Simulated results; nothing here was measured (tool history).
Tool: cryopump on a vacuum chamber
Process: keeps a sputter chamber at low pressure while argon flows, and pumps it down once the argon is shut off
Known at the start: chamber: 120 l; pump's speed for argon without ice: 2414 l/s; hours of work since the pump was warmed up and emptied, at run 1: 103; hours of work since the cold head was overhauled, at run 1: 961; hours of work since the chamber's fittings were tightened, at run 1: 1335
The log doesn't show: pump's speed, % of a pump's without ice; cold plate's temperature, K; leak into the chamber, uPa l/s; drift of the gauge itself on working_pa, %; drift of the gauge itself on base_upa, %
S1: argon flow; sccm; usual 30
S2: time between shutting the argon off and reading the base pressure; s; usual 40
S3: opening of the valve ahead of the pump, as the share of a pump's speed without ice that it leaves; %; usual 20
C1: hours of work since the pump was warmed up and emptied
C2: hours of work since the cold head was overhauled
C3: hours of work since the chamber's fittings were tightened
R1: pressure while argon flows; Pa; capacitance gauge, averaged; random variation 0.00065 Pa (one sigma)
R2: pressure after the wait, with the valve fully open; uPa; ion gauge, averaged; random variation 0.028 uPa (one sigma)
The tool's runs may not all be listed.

run,day,S1,S2,S3,C1,C2,C3,R1,R2
1,0,30,40,20,103,961,1335,0.1049,1.75
2,1.592,30,40,20,135,993,1367,0.1056,1.72
3,2.842,30,40,20,160,1018,1392,0.1077,1.69
4,4.554,30,40,20,194,1052,1426,0.1062,1.76
5,5.329,30,40,20,210,1068,1441,0.1065,1.74
6,6.612,30,40,20,236,1094,1467,0.1064,1.83
7,8.267,30,40,20,269,1127,1500,0.1069,1.8
8,9.021,30,40,20,284,1142,1515,0.108,1.82
9,10.754,30,102,20,318,1176,1550,0.1084,1.06
10,11.833,30,77,20,340,1198,1572,0.1088,1.27
11,13.108,30,40,20,365,1224,1597,0.1082,1.84
12,14.638,30,40,20,396,1254,1628,0.1103,1.84
# day 15.758: pump warmed up, emptied and cooled again
13,15.796,30,40,20,1,1273,1647,0.1049,1.76
14,17.358,30,40,20,32,1304,1678,0.1039,1.77
15,18.629,30,21,20,57,1330,1703,0.1046,2.85
16,19.333,30,21,20,71,1344,1717,0.1063,2.87
17,20.508,30,21,20,95,1367,1741,0.1057,2.94
18,21.692,45,138,20,119,1391,1765,0.1612,0.97
# day 22.271: leaking fittings of the chamber tightened, without venting
19,23.404,45,138,20,151,1424,23,0.1602,0.47
20,25.1,17,213,20,185,1457,57,0.0604,0.39
21,26.621,30,93,24,216,1488,87,0.0909,0.69
22,28.062,44,85,24,244,1517,116,0.1331,0.76
23,28.938,44,85,24,262,1534,133,0.1341,0.79
24,30.488,44,85,24,293,1565,164,0.1343,0.8
25,31.242,44,85,24,308,1580,179,0.1343,0.81
26,32.571,44,85,24,335,1607,206,0.1347,0.8
27,33.729,44,85,24,358,1630,229,0.1353,0.8
28,34.525,24,85,16,374,1646,245,0.1089,0.81
29,36.067,30,25,17,404,1677,276,0.129,2.23
# day 36.721: pump warmed up, emptied and cooled again
30,37.225,13,34,40,10,1696,295,0.0227,1.68
31,38.875,19,57,17,43,1729,328,0.0789,1.06
32,40.392,19,57,17,73,1759,358,0.079,1.09
33,41.288,19,57,17,91,1777,376,0.0792,1.12
34,42.888,45,170,33,123,1809,408,0.0979,0.57

4 ways to go on from here, each from the tool as it stands after run 34. What would each give?
A,44.542,16,199,26,156,1842,441,?,?
B,44.542,54,235,36,156,1842,441,?,?
C,44.542,54,46,40,156,1842,441,?,?
D,44.542,19,40,20,156,1842,441,?,?

run,R1,R2
A,0.0436,0.5
B,0.1079,0.5
C,0.0976,1.32
D,0.0676,1.46
Without the tool's hidden state the same runs would have given:
run,R1,R2
A,0.0425,0.35
B,0.1043,0.34
C,0.0939,1.16
D,0.0664,1.3
